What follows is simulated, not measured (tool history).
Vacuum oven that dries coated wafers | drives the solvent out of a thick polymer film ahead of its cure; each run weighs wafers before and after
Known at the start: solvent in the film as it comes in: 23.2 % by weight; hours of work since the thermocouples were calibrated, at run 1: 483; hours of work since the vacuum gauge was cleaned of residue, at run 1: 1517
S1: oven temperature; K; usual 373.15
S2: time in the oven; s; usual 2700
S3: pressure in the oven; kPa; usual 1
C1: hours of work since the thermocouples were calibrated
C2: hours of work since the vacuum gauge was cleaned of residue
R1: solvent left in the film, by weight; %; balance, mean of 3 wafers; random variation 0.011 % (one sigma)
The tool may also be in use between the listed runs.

run     day      S1    S2    S3    C1    C2    R1
  1       0  373.15  2700     1   483  1517  1.64
  2     1.9  373.15  1620     1   517  1551  4.08
  3   3.096  373.15  2700     1   539  1572  1.66
  4    5.55  373.15  1680     1   583  1617  3.86
  5   6.775  373.15  2700     1   605  1638  1.65
  6   9.025  373.15  2700     1   645  1679  1.65
  7  11.246  373.15  2700     1   685  1719  1.65
  8  13.758  373.15  2700     1   730  1764  1.61
  9  16.338  359.15  2700     1   776  1810  4.77
 10  18.617  359.15  2700     1   817  1851  4.76
 11  20.054  359.15  2700     1   843  1877  4.78
 12  22.138  359.15  2700     1   880  1914  4.77
 13  24.308  359.15  2700     1   919  1953  4.77
 14  25.846  373.15  2700     1   947  1981  1.62
 15  28.396  373.15  2700     1   992  2026  1.61
 16   29.85  373.15  2700     1  1019  2053   1.6
 17  31.888  373.15  2400     1  1055  2089  2.02
 18  33.442  373.15  2700     1  1083  2117  1.61
 19  35.512  382.15  2700     1  1120  2154  0.67
 20  36.762  373.15  2700     1  1143  2177  1.59
 21  38.596  373.15  2700  3.57  1176  2209  2.34
 22   40.65  373.15  2700  3.57  1212  2246  2.34
 23  41.867  373.15  2700  3.57  1234  2268  2.33
     43.133  -- vacuum gauge cleaned of residue and calibrated
 24  44.462  373.15  3000     1  1280    24  1.14
 25  45.725  377.15  3000  2.76  1302    46  1.23
 26   47.25  377.15  4020  2.76  1330    74  0.89
 27  49.479  377.15  3900  1.76  1370   114  0.63
 28  51.204  371.15  1920     1  1401   145   3.3
 29  52.271  388.15  3900  2.25  1420   164  0.42
 30  54.796  386.15  2700     1  1465   209  0.39
 31  56.554  386.15  2700  0.76  1497   241  0.32
 32  58.542  373.15  2700  3.11  1532   276  2.04
 33  59.721  382.15  4140   1.9  1553   298  0.48
 34  61.308  382.15  4140   1.9  1582   326  0.45
 35  63.704  384.15  3900     1  1625   369  0.25
 36  64.796  384.15  3900     1  1645   389  0.24
     65.208  -- oven's thermocouples calibrated
 37  67.171  374.15  2700     1    35   430  1.44
 38   69.35  372.15  2220  0.72    74   469  2.48
 39  70.821  372.15  2220  0.72   101   495  2.48
 40  73.212  372.15  2220  0.72   144   538  2.46
 41  74.646  381.15  1560  1.39   169   564  2.49
 42  76.279  381.15  1560  1.39   199   593  2.48
 43  78.317  368.15  2400  1.57   235   630  3.21
 44  80.258  376.15  2700  0.53   270   665  1.05
 45  82.429  376.15  2700  0.53   309   704  1.05
 46  84.358  376.15  2700  0.53   344   738  1.04
 47  86.617  381.15  2760  0.63   384   779  0.59

3 ways to go on from here, each from the tool as it stands after run 47. What would each give?
  A  88.275  376.15  2640  0.98  414  809   ?
  B  88.275  373.15  1560  2.58  414  809   ?
  C  88.275  367.15  4560  1.96  414  809   ?

run    R1
  A  1.23
  B  4.57
  C  1.31
Without the tool's hidden state the same runs would have given:
run    R1
  A  1.28
  B  4.74
  C  1.33
